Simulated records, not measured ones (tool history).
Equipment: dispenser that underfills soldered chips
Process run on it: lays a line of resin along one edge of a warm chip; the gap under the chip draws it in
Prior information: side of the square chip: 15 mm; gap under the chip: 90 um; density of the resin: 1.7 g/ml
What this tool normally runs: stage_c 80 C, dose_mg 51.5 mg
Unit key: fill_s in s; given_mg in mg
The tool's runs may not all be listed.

run	hour	stage_c	dose_mg	fill_s	given_mg
1	0	80	51.5	46.7	48.51
# hour 1.4: dispensing valve cleaned and set on the balance
# hour 2.3: new syringe of resin
2	9.6	80	51.5	43.2	51.17
# hour 13.1: new syringe of resin
3	14.5	80	51.5	37.9	51.13
4	22.2	83	51.5	40	51.2
# hour 23.9: new syringe of resin
5	28.4	83	51.5	34.8	50.88
# hour 34.7: new syringe of resin
6	35	83	51.5	31.2	50.68
7	43.9	80	63.4	44	61.9
# hour 45.5: new syringe of resin
8	52.3	80	63.4	40.8	61.77
# hour 56.4: new syringe of resin
9	58.9	80	63.4	37.5	61.51
10	65.6	70	51.5	71.3	49.55
# hour 67.6: new syringe of resin
11	73.9	70	51.5	68.7	49.85
# hour 78.4: new syringe of resin
12	80.5	80	49.5	38.6	47.69
13	87.9	69	51.5	78.7	48.95
# hour 89.3: new syringe of resin
# hour 92.2: dispensing valve cleaned and set on the balance
14	97.5	69	51.5	71.7	51.58
# hour 100.9: new syringe of resin
15	104.4	80	51.5	39.8	51.35
16	110.2	80	51.5	44.8	50.97
# hour 111.6: new syringe of resin
17	117.6	80	51.5	39.2	50.86
# hour 122.5: new syringe of resin
18	124.4	80	61.2	36.3	59.76
19	131	80	61.2	42.7	60.09
# hour 133.3: new syringe of resin
20	136.3	75	65.3	46.7	64.64
21	141.7	75	47.2	55.6	46.26
# hour 144.2: new syringe of resin
22	149.4	93	65.3	21.2	63.69
# hour 155.1: new syringe of resin
23	158	73	49.1	52.9	47.28

Run 24 comes next. What will it give?
24	161.7	73	45.6	?	?

For run 24 the tool returned fill_s 59.3 s, given_mg 43.95 mg.
Minus the tool's unlogged condition, the same run would have read fill_s 53.3 s, given_mg 45.6 mg.
